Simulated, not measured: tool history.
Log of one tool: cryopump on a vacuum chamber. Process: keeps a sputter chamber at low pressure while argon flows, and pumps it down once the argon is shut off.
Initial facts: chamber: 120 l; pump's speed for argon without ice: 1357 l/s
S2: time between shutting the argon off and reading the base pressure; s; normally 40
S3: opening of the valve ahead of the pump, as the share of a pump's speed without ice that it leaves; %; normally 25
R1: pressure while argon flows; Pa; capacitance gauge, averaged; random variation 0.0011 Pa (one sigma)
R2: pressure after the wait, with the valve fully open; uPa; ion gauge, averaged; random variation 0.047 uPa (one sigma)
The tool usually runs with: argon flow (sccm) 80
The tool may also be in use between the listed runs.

run 1 day=0 | argon_flow_(sccm)=80 S2=40 S3=25 | R1=0.4024 R2=3.32
run 2 day=1.788 | argon_flow_(sccm)=80 S2=49 S3=25 | R1=0.406 R2=2.9
run 3 day=3.396 | argon_flow_(sccm)=80 S2=40 S3=25 | R1=0.4037 R2=3.44
run 4 day=4.542 | argon_flow_(sccm)=80 S2=40 S3=25 | R1=0.4039 R2=3.38
run 5 day=5.971 | argon_flow_(sccm)=80 S2=40 S3=25 | R1=0.406 R2=3.45
run 6 day=7.708 | argon_flow_(sccm)=33 S2=49 S3=16 | R1=0.2593 R2=2.96
run 7 day=8.712 | argon_flow_(sccm)=104 S2=275 S3=29 | R1=0.4553 R2=1.31
run 8 day=9.575 | argon_flow_(sccm)=104 S2=275 S3=29 | R1=0.456 R2=1.28
run 9 day=10.604 | argon_flow_(sccm)=104 S2=275 S3=29 | R1=0.4573 R2=1.31
run 10 day=12.112 | argon_flow_(sccm)=63 S2=40 S3=18 | R1=0.4418 R2=3.43

Branching from run 10: 3 alternative next runs. What would each branch give?
run A day=13.888 | argon_flow_(sccm)=80 S2=159 S3=53 | R1=? R2=?
run B day=13.888 | argon_flow_(sccm)=56 S2=218 S3=57 | R1=? R2=?
run C day=13.888 | argon_flow_(sccm)=138 S2=111 S3=59 | R1=? R2=?

run=A R1=0.1973 R2=1.59
run=B R1=0.1288 R2=1.38
run=C R1=0.3085 R2=1.95
With no hidden state in the tool, these same runs would have given:
run=A R1=0.1876 R2=0.89
run=B R1=0.122 R2=0.68
run=C R1=0.2919 R2=1.23

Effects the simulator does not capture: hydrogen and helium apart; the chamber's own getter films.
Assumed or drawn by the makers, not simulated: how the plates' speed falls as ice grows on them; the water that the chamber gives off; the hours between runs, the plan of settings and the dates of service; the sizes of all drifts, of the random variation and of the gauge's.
